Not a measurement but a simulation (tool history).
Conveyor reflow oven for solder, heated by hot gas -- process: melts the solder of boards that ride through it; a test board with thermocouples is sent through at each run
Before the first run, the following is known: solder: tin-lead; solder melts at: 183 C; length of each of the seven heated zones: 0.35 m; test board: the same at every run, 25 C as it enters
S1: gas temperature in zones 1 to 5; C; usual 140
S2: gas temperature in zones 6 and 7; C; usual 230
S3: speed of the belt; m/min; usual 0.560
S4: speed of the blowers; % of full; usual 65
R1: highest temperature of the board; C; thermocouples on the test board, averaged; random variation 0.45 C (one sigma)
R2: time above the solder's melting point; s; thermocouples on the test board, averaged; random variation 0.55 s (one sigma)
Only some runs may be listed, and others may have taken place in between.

{"run": 1, "day": 0.0, "S1": 140, "S2": 230, "S3": 0.56, "S4": 65, "R1": 210.4, "R2": 50.6}
{"day": 2.592, "done": "flux residue cleaned out of gas plates and filters"}
{"run": 2, "day": 2.629, "S1": 140, "S2": 230, "S3": 0.56, "S4": 65, "R1": 212.1, "R2": 52.7}
{"run": 3, "day": 6.112, "S1": 140, "S2": 230, "S3": 0.517, "S4": 65, "R1": 214.3, "R2": 59.4}
{"run": 4, "day": 7.817, "S1": 140, "S2": 230, "S3": 0.517, "S4": 65, "R1": 213.5, "R2": 59.8}
{"run": 5, "day": 10.504, "S1": 131, "S2": 230, "S3": 0.517, "S4": 65, "R1": 212.3, "R2": 53.5}
{"run": 6, "day": 12.254, "S1": 131, "S2": 230, "S3": 0.517, "S4": 65, "R1": 211.3, "R2": 52.8}
{"day": 12.654, "done": "belt drive overhauled, speed set with a stopwatch"}
{"run": 7, "day": 14.542, "S1": 137, "S2": 227, "S3": 0.479, "S4": 58, "R1": 211.2, "R2": 61.0}
{"run": 8, "day": 17.762, "S1": 140, "S2": 223, "S3": 0.56, "S4": 65, "R1": 204.3, "R2": 44.1}
{"day": 19.288, "done": "belt drive overhauled, speed set with a stopwatch, once more"}
{"run": 9, "day": 21.4, "S1": 140, "S2": 223, "S3": 0.56, "S4": 65, "R1": 203.8, "R2": 43.1}

Run 10, settings as shown, results not yet in. Your forecast:
{"run": 10, "day": 23.283, "S1": 140, "S2": 244, "S3": 0.623, "S4": 83, "R1": "?", "R2": "?"}

R1: 219.7 C
R2: 51.3 s
Minus the tool's unlogged condition, the same run would have read R1 224.2 C, R2 54.3 s.

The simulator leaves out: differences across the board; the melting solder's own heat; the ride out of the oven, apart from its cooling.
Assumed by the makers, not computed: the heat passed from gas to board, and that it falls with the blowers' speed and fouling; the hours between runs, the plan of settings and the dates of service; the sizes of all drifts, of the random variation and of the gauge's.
